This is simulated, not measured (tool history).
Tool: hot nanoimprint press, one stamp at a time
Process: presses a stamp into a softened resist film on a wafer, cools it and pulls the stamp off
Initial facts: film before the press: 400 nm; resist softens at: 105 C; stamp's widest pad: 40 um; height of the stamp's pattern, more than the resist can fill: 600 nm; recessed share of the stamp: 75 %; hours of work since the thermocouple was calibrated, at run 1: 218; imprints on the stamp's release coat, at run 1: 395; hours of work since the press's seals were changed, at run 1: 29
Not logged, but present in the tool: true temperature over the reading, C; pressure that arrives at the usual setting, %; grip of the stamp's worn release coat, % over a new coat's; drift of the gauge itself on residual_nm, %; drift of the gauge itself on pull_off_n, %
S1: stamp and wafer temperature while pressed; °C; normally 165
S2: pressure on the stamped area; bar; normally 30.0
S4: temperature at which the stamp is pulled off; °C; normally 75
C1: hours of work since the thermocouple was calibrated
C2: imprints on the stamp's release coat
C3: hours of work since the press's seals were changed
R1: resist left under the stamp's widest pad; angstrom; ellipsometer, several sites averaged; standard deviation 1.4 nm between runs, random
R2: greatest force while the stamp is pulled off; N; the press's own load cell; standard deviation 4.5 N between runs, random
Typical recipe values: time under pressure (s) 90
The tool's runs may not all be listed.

{"run": 1, "hour": 0.0, "S1": 165, "S2": 30.0, "time under pressure (s)": 90, "S4": 75, "C1": 218, "C2": 395, "C3": 29, "R1": 2299, "R2": 226}
{"run": 2, "hour": 9.9, "S1": 165, "S2": 30.0, "time under pressure (s)": 90, "S4": 75, "C1": 223, "C2": 416, "C3": 35, "R1": 2273, "R2": 235}
{"run": 3, "hour": 22.8, "S1": 165, "S2": 30.0, "time under pressure (s)": 90, "S4": 75, "C1": 231, "C2": 443, "C3": 43, "R1": 2260, "R2": 241}
{"run": 4, "hour": 40.3, "S1": 165, "S2": 30.0, "time under pressure (s)": 123, "S4": 75, "C1": 241, "C2": 479, "C3": 53, "R1": 2055, "R2": 246}
{"run": 5, "hour": 59.8, "S1": 165, "S2": 30.0, "time under pressure (s)": 90, "S4": 75, "C1": 252, "C2": 519, "C3": 64, "R1": 2278, "R2": 245}
{"run": 6, "hour": 78.4, "S1": 165, "S2": 30.0, "time under pressure (s)": 90, "S4": 75, "C1": 263, "C2": 557, "C3": 75, "R1": 2270, "R2": 240}
{"run": 7, "hour": 90.1, "S1": 165, "S2": 42.8, "time under pressure (s)": 90, "S4": 75, "C1": 270, "C2": 582, "C3": 82, "R1": 1936, "R2": 249}
{"run": 8, "hour": 106.3, "S1": 165, "S2": 42.8, "time under pressure (s)": 90, "S4": 75, "C1": 279, "C2": 615, "C3": 91, "R1": 1934, "R2": 251}
{"run": 9, "hour": 123.1, "S1": 165, "S2": 30.0, "time under pressure (s)": 90, "S4": 75, "C1": 289, "C2": 650, "C3": 101, "R1": 2271, "R2": 245}
{"run": 10, "hour": 136.6, "S1": 165, "S2": 42.3, "time under pressure (s)": 90, "S4": 75, "C1": 297, "C2": 678, "C3": 108, "R1": 1969, "R2": 249}
{"run": 11, "hour": 149.5, "S1": 165, "S2": 30.0, "time under pressure (s)": 90, "S4": 62, "C1": 304, "C2": 704, "C3": 116, "R1": 2298, "R2": 280}
{"run": 12, "hour": 172.5, "S1": 167, "S2": 30.0, "time under pressure (s)": 90, "S4": 75, "C1": 318, "C2": 752, "C3": 129, "R1": 2118, "R2": 242}
{"run": 13, "hour": 191.7, "S1": 167, "S2": 30.0, "time under pressure (s)": 90, "S4": 75, "C1": 329, "C2": 791, "C3": 140, "R1": 2126, "R2": 253}
{"run": 14, "hour": 215.2, "S1": 165, "S2": 30.0, "time under pressure (s)": 165, "S4": 75, "C1": 342, "C2": 840, "C3": 154, "R1": 1896, "R2": 250}
{"run": 15, "hour": 226.9, "S1": 165, "S2": 30.0, "time under pressure (s)": 165, "S4": 75, "C1": 349, "C2": 864, "C3": 161, "R1": 1898, "R2": 262}
{"hour": 231.8, "done": "plate thermocouple calibrated"}
{"run": 16, "hour": 249.8, "S1": 177, "S2": 30.0, "time under pressure (s)": 90, "S4": 83, "C1": 10, "C2": 905, "C3": 172, "R1": 1423, "R2": 217}
{"run": 17, "hour": 273.3, "S1": 166, "S2": 30.0, "time under pressure (s)": 90, "S4": 77, "C1": 24, "C2": 954, "C3": 186, "R1": 2237, "R2": 252}
{"run": 18, "hour": 285.7, "S1": 166, "S2": 30.0, "time under pressure (s)": 90, "S4": 77, "C1": 31, "C2": 979, "C3": 193, "R1": 2247, "R2": 255}
{"run": 19, "hour": 298.5, "S1": 166, "S2": 30.0, "time under pressure (s)": 90, "S4": 77, "C1": 39, "C2": 1006, "C3": 200, "R1": 2257, "R2": 256}
{"hour": 302.9, "done": "plate thermocouple calibrated, once more"}
{"run": 20, "hour": 312.4, "S1": 166, "S2": 30.0, "time under pressure (s)": 90, "S4": 77, "C1": 5, "C2": 1028, "C3": 207, "R1": 2141, "R2": 266}
{"run": 21, "hour": 325.7, "S1": 166, "S2": 30.0, "time under pressure (s)": 90, "S4": 77, "C1": 13, "C2": 1056, "C3": 214, "R1": 2176, "R2": 252}
{"run": 22, "hour": 348.2, "S1": 165, "S2": 35.9, "time under pressure (s)": 90, "S4": 75, "C1": 26, "C2": 1102, "C3": 227, "R1": 2090, "R2": 259}
{"run": 23, "hour": 361.2, "S1": 165, "S2": 35.9, "time under pressure (s)": 90, "S4": 71, "C1": 34, "C2": 1129, "C3": 235, "R1": 2073, "R2": 279}
{"run": 24, "hour": 377.5, "S1": 165, "S2": 35.9, "time under pressure (s)": 90, "S4": 71, "C1": 43, "C2": 1163, "C3": 244, "R1": 2105, "R2": 280}
{"run": 25, "hour": 397.9, "S1": 165, "S2": 20.6, "time under pressure (s)": 136, "S4": 75, "C1": 55, "C2": 1205, "C3": 256, "R1": 2360, "R2": 265}
{"run": 26, "hour": 416.5, "S1": 177, "S2": 30.0, "time under pressure (s)": 90, "S4": 82, "C1": 66, "C2": 1243, "C3": 267, "R1": 1405, "R2": 236}
{"run": 27, "hour": 440.4, "S1": 165, "S2": 25.9, "time under pressure (s)": 131, "S4": 75, "C1": 80, "C2": 1293, "C3": 281, "R1": 2127, "R2": 268}
{"run": 28, "hour": 452.7, "S1": 156, "S2": 23.3, "time under pressure (s)": 131, "S4": 75, "C1": 87, "C2": 1318, "C3": 288, "R1": 3054, "R2": 257}
{"run": 29, "hour": 474.1, "S1": 159, "S2": 23.3, "time under pressure (s)": 65, "S4": 82, "C1": 99, "C2": 1362, "C3": 300, "R1": 3250, "R2": 256}

Branching from run 29: 5 alternative next runs. What would each branch give?
{"run": "A", "hour": 492.0, "S1": 168, "S2": 22.3, "time under pressure (s)": 65, "S4": 78, "C1": 109, "C2": 1399, "C3": 311, "R1": "?", "R2": "?"}
{"run": "B", "hour": 492.0, "S1": 176, "S2": 30.0, "time under pressure (s)": 68, "S4": 75, "C1": 109, "C2": 1399, "C3": 311, "R1": "?", "R2": "?"}
{"run": "C", "hour": 492.0, "S1": 168, "S2": 36.4, "time under pressure (s)": 65, "S4": 82, "C1": 109, "C2": 1399, "C3": 311, "R1": "?", "R2": "?"}
{"run": "D", "hour": 492.0, "S1": 173, "S2": 23.3, "time under pressure (s)": 65, "S4": 77, "C1": 109, "C2": 1399, "C3": 311, "R1": "?", "R2": "?"}
{"run": "E", "hour": 492.0, "S1": 159, "S2": 23.3, "time under pressure (s)": 52, "S4": 79, "C1": 109, "C2": 1399, "C3": 311, "R1": "?", "R2": "?"}

run=A R1=2517 R2=263
run=B R1=1633 R2=280
run=C R1=2032 R2=249
run=D R1=2065 R2=271
run=E R1=3361 R2=262
What these runs would have given with no unlogged condition in the tool:
run=A R1=2483 R2=211
run=B R1=1604 R2=226
run=C R1=1993 R2=201
run=D R1=2034 R2=217
run=E R1=3335 R2=211

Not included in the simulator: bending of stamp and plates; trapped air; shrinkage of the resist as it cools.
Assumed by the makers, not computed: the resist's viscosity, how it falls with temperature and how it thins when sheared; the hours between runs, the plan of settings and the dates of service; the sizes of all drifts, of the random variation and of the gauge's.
